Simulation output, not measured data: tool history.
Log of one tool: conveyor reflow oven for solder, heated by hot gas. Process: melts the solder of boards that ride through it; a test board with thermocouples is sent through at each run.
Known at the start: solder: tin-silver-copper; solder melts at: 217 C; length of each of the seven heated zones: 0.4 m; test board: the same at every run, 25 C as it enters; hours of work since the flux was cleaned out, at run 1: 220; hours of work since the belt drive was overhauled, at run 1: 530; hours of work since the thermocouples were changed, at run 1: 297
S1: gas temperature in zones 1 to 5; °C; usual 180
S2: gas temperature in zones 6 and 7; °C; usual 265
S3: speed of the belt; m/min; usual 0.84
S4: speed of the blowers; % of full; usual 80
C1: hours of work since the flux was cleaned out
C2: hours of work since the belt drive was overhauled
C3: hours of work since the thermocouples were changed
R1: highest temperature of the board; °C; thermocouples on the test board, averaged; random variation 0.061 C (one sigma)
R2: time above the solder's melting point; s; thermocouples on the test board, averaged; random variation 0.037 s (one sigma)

run   hour   S1   S2     S3  S4   C1   C2   C3      R1     R2
  1      0  180  265   0.84  80  220  530  297  252.34  44.84
  2    9.2  189  265   0.84  80  225  536  303  253.69  48.36
  3   28.4  189  265   0.84  80  238  548  316  253.64  48.27
  4     37  189  265   0.84  80  243  554  321  253.69  48.33
      50.2  -- flux residue cleaned out of gas plates and filters
  5   62.1  180  265   0.84  85    8  567  334  253.12  45.39
  6     75  180  265   0.84  85   16  575  342  253.05  45.41
  7   88.6  180  265   0.84  85   25  584  351  253.11  45.51
  8  103.8  180  265   0.84  80   34  594  361  252.35  44.89
  9  117.1  180  271   0.84  80   43  602  369  257.62  47.22
 10  132.4  180  265   0.84  80   53  612  379   252.3  44.89
 11    149  180  265   0.84  80   63  623  390  252.34  44.82
 12  157.8  182  265   0.84  80   69  628  396   252.7  45.59
 13  177.2  182  265   0.84  80   82  641  408  252.68  45.63
 14  197.4  182  265   0.84  80   95  654  421  252.69  45.58
 15  210.9  182  265   0.84  80  103  663  430  252.56  45.63
 16  227.1  180  277  0.756  80  114  673  440  265.75  56.35
 17    242  180  277  0.756  80  123  683  450  265.71  56.26
 18  260.2  180  277  0.756  80  135  694  461   265.8  56.24
 19  280.5  180  265   0.84  55  148  707  474  246.76  40.41
 20  289.3  180  265   0.84  55  154  713  480  246.91  40.46
 21  301.5  180  265   0.84  55  161  721  488  246.89  40.42
 22  310.6  180  265   0.84  55  167  727  494  246.78  40.42
 23  327.9  180  276   0.84  72  178  738  505  260.39  48.14
 24  338.5  180  276   0.84  72  185  745  512  260.46  48.12
 25  355.8  186  280      1  51  196  756  523  252.11  36.78
 26    372  185  265  0.743  52  207  766  533  250.73  50.92
 27  390.4  180  265  0.698  83  219  778  545  256.94  57.81
 28  410.7  187  272  0.698  55  232  791  558  259.54   60.3
 29  428.7  180  265  0.886  89  243  803  570  252.32  42.57
     442.2  -- flux residue cleaned out of gas plates and filters
 30    454  180  265  0.886  89    8  816  583  252.45  42.58

3 ways to go on from here, each from the tool as it stands after run 30. What would each give?
     457.9  -- thermocouples of zones 6 and 7 changed
  A  473.9  190  265  0.756  80  19  827  10   ?   ?
     457.9  -- thermocouples of zones 6 and 7 changed
  B  473.9  179  279  0.802  80  19  827  10   ?   ?
     457.9  -- thermocouples of zones 6 and 7 changed
  C  473.9  180  258  0.764  51  19  827  10   ?   ?

run      R1     R2
  A   256.2  55.82
  B  265.84   52.6
  C  242.77  42.08
Without the tool's hidden state the same runs would have given:
run      R1     R2
  A   256.2  55.81
  B  265.84   52.6
  C  242.77  42.08
